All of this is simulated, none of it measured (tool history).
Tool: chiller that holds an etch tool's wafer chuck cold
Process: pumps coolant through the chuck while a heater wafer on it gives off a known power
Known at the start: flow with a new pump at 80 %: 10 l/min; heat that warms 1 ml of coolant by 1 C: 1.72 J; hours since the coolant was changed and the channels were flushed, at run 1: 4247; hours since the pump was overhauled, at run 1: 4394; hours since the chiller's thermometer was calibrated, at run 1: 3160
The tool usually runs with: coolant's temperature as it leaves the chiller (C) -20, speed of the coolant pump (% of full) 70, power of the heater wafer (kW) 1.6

run,hour,coolant's temperature as it leaves the chiller (C),speed of the coolant pump (% of full),power of the heater wafer (kW),hours since the coolant was changed and the channels were flushed,hours since the pump was overhauled,hours since the chiller's thermometer was calibrated,chuck's temperature once it has settled (C),how much warmer the coolant comes back (C)
1,0,-20,70,1.6,4247,4394,3160,-4.9,6.72
2,138.1,-20,70,1.6,4386,4532,3298,-4.9,6.73
3,204.2,-20,70,1.6,4452,4598,3364,-4.8,6.67
4,282.6,-20,70,1.6,4530,4676,3443,-4.6,6.82
5,415.7,-20,70,1.6,4663,4809,3576,-4.8,6.75
6,524,-20,70,1.6,4772,4918,3684,-4.6,6.78
7,638.6,-20,68,1.6,4886,5032,3799,-4,6.94
8,779.3,-29,70,1.6,5027,5173,3939,-13.4,6.8
9,848.9,-29,70,1.6,5096,5242,4009,-13.3,6.66
10,912.2,-29,70,1.6,5160,5306,4072,-13.5,6.71
11,1006.2,-29,70,1.6,5254,5400,4166,-13.3,6.78
12,1141,-29,70,1.6,5388,5535,4301,-13.3,6.84
13,1279.6,-29,70,1.6,5527,5673,4440,-13.4,6.79
# hour 1293: chiller's thermometer calibrated
14,1413.9,-29,70,1.6,5660,5807,121,-12.9,6.83
15,1517.7,-22,70,1.6,5764,5910,225,-5.8,6.77
16,1583,-22,70,1.6,5829,5976,290,-5.8,6.81
17,1676.6,-22,70,1.6,5923,6069,384,-5.8,6.82
18,1744.2,-22,70,1.418,5991,6137,451,-7.5,6.06
19,1843.8,-22,70,1.418,6090,6236,551,-7.4,6.04
20,1970.5,-22,70,1.418,6217,6363,677,-7.2,6.03
21,2081.2,-22,70,1.418,6328,6474,788,-7.2,6.05
# hour 2091.8: chiller's thermometer calibrated, once more
22,2151.4,-22,70,0.988,6397,6543,60,-12.4,4.19
23,2230.3,-22,70,0.988,6476,6622,138,-12.1,4.23
# hour 2334.6: coolant changed, channels flushed
24,2358.9,-22,65,1.998,24,6745,261,-3.6,9.26
25,2472.9,-11,81,2.156,138,6859,375,4.8,7.79
26,2610.4,-26,69,0.907,276,6996,513,-18,3.95
27,2740.8,-23,66,1.058,406,7126,643,-13.3,4.83
28,2846.1,-23,66,1.058,511,7232,748,-13,4.84
29,2965.4,-16,70,1.187,631,7351,868,-5.4,5.13
30,3097.7,-24,90,2.191,763,7483,1000,-9.2,7.09
31,3182.8,-24,90,2.191,848,7568,1085,-9.1,7.07

Some steps in chuck's temperature once it has settled (C) between neighbouring runs. How much of each would the tool show without its hidden state too (settings, what came in, random variation), and how much is left for the hidden state, with any gauge scatter that isn't in both results?
What the log doesn't record here: heat passed by the chuck's channels, % of clean ones'; flow at a given pump speed, % of a new pump's; coolant's true temperature over the reading, C; drift of the gauge itself on chuck_c, C; drift of the gauge itself on warmer_back_c, C.
Run 7 -> 8: coolant's temperature as it leaves the chiller (C) -20 -> -29, speed of the coolant pump (% of full) 68 -> 70. chuck's temperature once it has settled (C) -9.4: hidden state +0.1, all else -9.5.
Run 21 -> 22: power of the heater wafer (kW) 1.418 -> 0.988, chiller's thermometer calibrated, once more. chuck's temperature once it has settled (C) -5.2: hidden state -1.6, all else -3.6.
Run 23 -> 24: speed of the coolant pump (% of full) 70 -> 65, power of the heater wafer (kW) 0.988 -> 1.998, coolant changed, channels flushed. chuck's temperature once it has settled (C) +8.5: hidden state -0.7, all else +9.2.
Run 25 -> 26: coolant's temperature as it leaves the chiller (C) -11 -> -26, speed of the coolant pump (% of full) 81 -> 69, power of the heater wafer (kW) 2.156 -> 0.907. chuck's temperature once it has settled (C) -22.8: hidden state -0.5, all else -22.3.
